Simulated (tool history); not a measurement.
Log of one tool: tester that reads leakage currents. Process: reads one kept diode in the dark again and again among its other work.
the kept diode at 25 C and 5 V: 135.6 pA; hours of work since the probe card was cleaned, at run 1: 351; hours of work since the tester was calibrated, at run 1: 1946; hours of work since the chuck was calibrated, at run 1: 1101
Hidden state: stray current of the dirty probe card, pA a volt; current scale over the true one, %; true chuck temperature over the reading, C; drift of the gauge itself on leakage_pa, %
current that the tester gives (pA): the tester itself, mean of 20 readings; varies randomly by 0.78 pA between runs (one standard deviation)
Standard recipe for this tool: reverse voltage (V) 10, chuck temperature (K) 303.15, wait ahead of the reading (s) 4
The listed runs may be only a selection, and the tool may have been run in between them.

run,day,reverse voltage (V),chuck temperature (K),wait ahead of the reading (s),hours of work since the probe card was cleaned,hours of work since the tester was calibrated,hours of work since the chuck was calibrated,current that the tester gives (pA)
1,0,10,303.15,4,351,1946,1101,259.13
2,1.929,10,303.15,0.41,387,1983,1137,265.99
3,4.104,10,303.15,0.41,428,2023,1178,266.61
4,6.229,10,303.15,0.41,468,2063,1218,266.46
5,7.675,10,303.15,0.41,495,2091,1245,266.35
# day 8.492: chuck's temperature calibrated
6,10.225,10,303.15,0.41,541,2137,33,267.28
7,12.112,10,303.15,0.41,577,2172,68,267.26
8,14.008,10,331.15,0.41,612,2208,104,1695.07
9,16.321,10,331.15,0.41,656,2251,147,1696.47
10,18.15,5.1,303.15,0.42,690,2286,181,201.91
11,20.283,10,299.15,4.23,730,2326,222,194.71
12,22.421,7.8,299.15,1.38,770,2366,262,176.33
13,24.817,3.9,299.15,4,815,2411,307,132.09

Alternative continuations, all from the tool just after run 13; predict every row:
A,26.062,10,303.15,0.33,839,2434,330,?
B,26.062,4.9,299.15,0.7,839,2434,330,?
C,26.062,3.4,328.15,0.77,839,2434,330,?
D,26.062,7.5,295.15,1.66,839,2434,330,?

run,current that the tester gives (pA)
A,269.86
B,147.08
C,913.77
D,128.71
Without the tool's hidden state the same runs would have given:
run,current that the tester gives (pA)
A,270.01
B,147.18
C,914.61
D,128.76
